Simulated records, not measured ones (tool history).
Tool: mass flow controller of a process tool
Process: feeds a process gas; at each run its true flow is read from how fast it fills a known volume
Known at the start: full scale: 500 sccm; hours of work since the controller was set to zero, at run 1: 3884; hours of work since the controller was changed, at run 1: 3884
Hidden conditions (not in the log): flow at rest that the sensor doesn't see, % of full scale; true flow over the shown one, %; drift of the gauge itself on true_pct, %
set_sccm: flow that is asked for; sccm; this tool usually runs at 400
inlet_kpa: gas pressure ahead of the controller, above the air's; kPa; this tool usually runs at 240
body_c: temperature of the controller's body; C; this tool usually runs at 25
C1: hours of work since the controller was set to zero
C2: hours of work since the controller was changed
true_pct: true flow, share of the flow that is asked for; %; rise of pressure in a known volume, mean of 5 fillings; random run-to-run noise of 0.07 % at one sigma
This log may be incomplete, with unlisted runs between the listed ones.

{"run": 1, "hour": 0.0, "set_sccm": 400, "inlet_kpa": 240, "body_c": 25, "C1": 3884, "C2": 3884, "true_pct": 99.44}
{"run": 2, "hour": 437.9, "set_sccm": 400, "inlet_kpa": 240, "body_c": 25, "C1": 4198, "C2": 4198, "true_pct": 99.33}
{"run": 3, "hour": 848.8, "set_sccm": 400, "inlet_kpa": 240, "body_c": 25, "C1": 4493, "C2": 4493, "true_pct": 99.44}
{"run": 4, "hour": 1287.5, "set_sccm": 265, "inlet_kpa": 240, "body_c": 25, "C1": 4808, "C2": 4808, "true_pct": 98.6}
{"run": 5, "hour": 1596.8, "set_sccm": 265, "inlet_kpa": 272, "body_c": 25, "C1": 5030, "C2": 5030, "true_pct": 98.47}
{"run": 6, "hour": 1883.0, "set_sccm": 456, "inlet_kpa": 272, "body_c": 25, "C1": 5235, "C2": 5235, "true_pct": 99.85}
{"run": 7, "hour": 2203.4, "set_sccm": 456, "inlet_kpa": 272, "body_c": 25, "C1": 5465, "C2": 5465, "true_pct": 99.79}
{"run": 8, "hour": 2483.6, "set_sccm": 400, "inlet_kpa": 240, "body_c": 32, "C1": 5666, "C2": 5666, "true_pct": 100.01}
{"run": 9, "hour": 2891.3, "set_sccm": 400, "inlet_kpa": 240, "body_c": 32, "C1": 5959, "C2": 5959, "true_pct": 100.13}
{"run": 10, "hour": 3118.9, "set_sccm": 400, "inlet_kpa": 240, "body_c": 32, "C1": 6122, "C2": 6122, "true_pct": 100.12}
{"hour": 3426.0, "done": "controller's zero set anew"}
{"run": 11, "hour": 3573.1, "set_sccm": 400, "inlet_kpa": 240, "body_c": 32, "C1": 106, "C2": 6448, "true_pct": 100.1}
{"run": 12, "hour": 3897.6, "set_sccm": 191, "inlet_kpa": 223, "body_c": 37, "C1": 338, "C2": 6681, "true_pct": 99.07}
{"run": 13, "hour": 4220.1, "set_sccm": 191, "inlet_kpa": 223, "body_c": 37, "C1": 570, "C2": 6912, "true_pct": 99.17}
{"run": 14, "hour": 4446.5, "set_sccm": 234, "inlet_kpa": 240, "body_c": 25, "C1": 732, "C2": 7075, "true_pct": 98.34}
{"run": 15, "hour": 4700.9, "set_sccm": 227, "inlet_kpa": 232, "body_c": 31, "C1": 915, "C2": 7258, "true_pct": 98.82}
{"run": 16, "hour": 5065.0, "set_sccm": 359, "inlet_kpa": 217, "body_c": 39, "C1": 1176, "C2": 7519, "true_pct": 100.56}
{"run": 17, "hour": 5452.1, "set_sccm": 97, "inlet_kpa": 217, "body_c": 39, "C1": 1454, "C2": 7797, "true_pct": 98.58}

For run 18, what comes out?
{"run": 18, "hour": 5905.1, "set_sccm": 97, "inlet_kpa": 168, "body_c": 27, "C1": 1780, "C2": 8122, "true_pct": "?"}

{"run 18": {"true_pct": 97.48}}
With no hidden state in the tool, this same run would have given true_pct 97.47 %.

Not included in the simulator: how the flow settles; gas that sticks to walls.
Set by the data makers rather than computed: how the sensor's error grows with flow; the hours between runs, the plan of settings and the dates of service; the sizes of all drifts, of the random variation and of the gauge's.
